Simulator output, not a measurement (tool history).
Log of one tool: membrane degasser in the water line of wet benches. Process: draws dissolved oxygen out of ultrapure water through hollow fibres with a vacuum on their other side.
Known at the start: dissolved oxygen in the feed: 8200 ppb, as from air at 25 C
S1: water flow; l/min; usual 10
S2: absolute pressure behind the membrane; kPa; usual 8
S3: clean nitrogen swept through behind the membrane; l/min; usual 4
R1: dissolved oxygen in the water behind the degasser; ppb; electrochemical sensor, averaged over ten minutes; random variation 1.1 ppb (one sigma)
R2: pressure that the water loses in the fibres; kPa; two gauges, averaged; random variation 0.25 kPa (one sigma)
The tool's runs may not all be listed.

{"run": 1, "hour": 0.0, "S1": 10, "S2": 8, "S3": 4, "R1": 115, "R2": 66.61}
{"run": 2, "hour": 105.6, "S1": 10, "S2": 6.43, "S3": 4, "R1": 104.6, "R2": 67.08}
{"run": 3, "hour": 195.6, "S1": 10, "S2": 6.43, "S3": 4, "R1": 106.1, "R2": 67.06}
{"run": 4, "hour": 278.2, "S1": 10, "S2": 16.44, "S3": 4, "R1": 170.4, "R2": 66.57}
{"run": 5, "hour": 370.7, "S1": 10, "S2": 16.44, "S3": 2.44, "R1": 221, "R2": 67.42}
{"run": 6, "hour": 484.9, "S1": 10, "S2": 8, "S3": 4, "R1": 118.7, "R2": 66.94}
{"run": 7, "hour": 613.0, "S1": 10, "S2": 8, "S3": 4, "R1": 115.3, "R2": 66.83}
{"run": 8, "hour": 673.6, "S1": 10, "S2": 8, "S3": 4, "R1": 115.8, "R2": 67.33}
{"run": 9, "hour": 782.3, "S1": 8, "S2": 15.29, "S3": 2.78, "R1": 134.1, "R2": 53.66}
{"hour": 793.7, "done": "vacuum gauge calibrated"}
{"run": 10, "hour": 915.7, "S1": 12, "S2": 19.61, "S3": 2.69, "R1": 316.8, "R2": 81.01}
{"run": 11, "hour": 975.1, "S1": 12, "S2": 19.61, "S3": 2.69, "R1": 317, "R2": 81.03}
{"run": 12, "hour": 1061.4, "S1": 12, "S2": 19.61, "S3": 2.69, "R1": 319.4, "R2": 80.63}
{"hour": 1110.9, "done": "seals of the vacuum lines changed"}
{"run": 13, "hour": 1171.2, "S1": 8, "S2": 18.75, "S3": 5.72, "R1": 100.4, "R2": 53.99}

4 ways to go on from here, each from the tool as it stands after run 13. What would each give?
{"run": "A", "hour": 1260.4, "S1": 12, "S2": 8, "S3": 7.74, "R1": "?", "R2": "?"}
{"run": "B", "hour": 1260.4, "S1": 9, "S2": 6.78, "S3": 6.48, "R1": "?", "R2": "?"}
{"run": "C", "hour": 1260.4, "S1": 11, "S2": 10.25, "S3": 6.17, "R1": "?", "R2": "?"}
{"run": "D", "hour": 1260.4, "S1": 10, "S2": 8, "S3": 2.74, "R1": "?", "R2": "?"}

run=A R1=155.1 R2=81
run=B R1=76.4 R2=60.6
run=C R1=144.4 R2=74.14
run=D R1=130 R2=67.03
Without the tool's hidden state the same runs would have given:
run=A R1=142.3 R2=79.1
run=B R1=69.3 R2=59.17
run=C R1=133.2 R2=72.39
run=D R1=120.8 R2=65.45
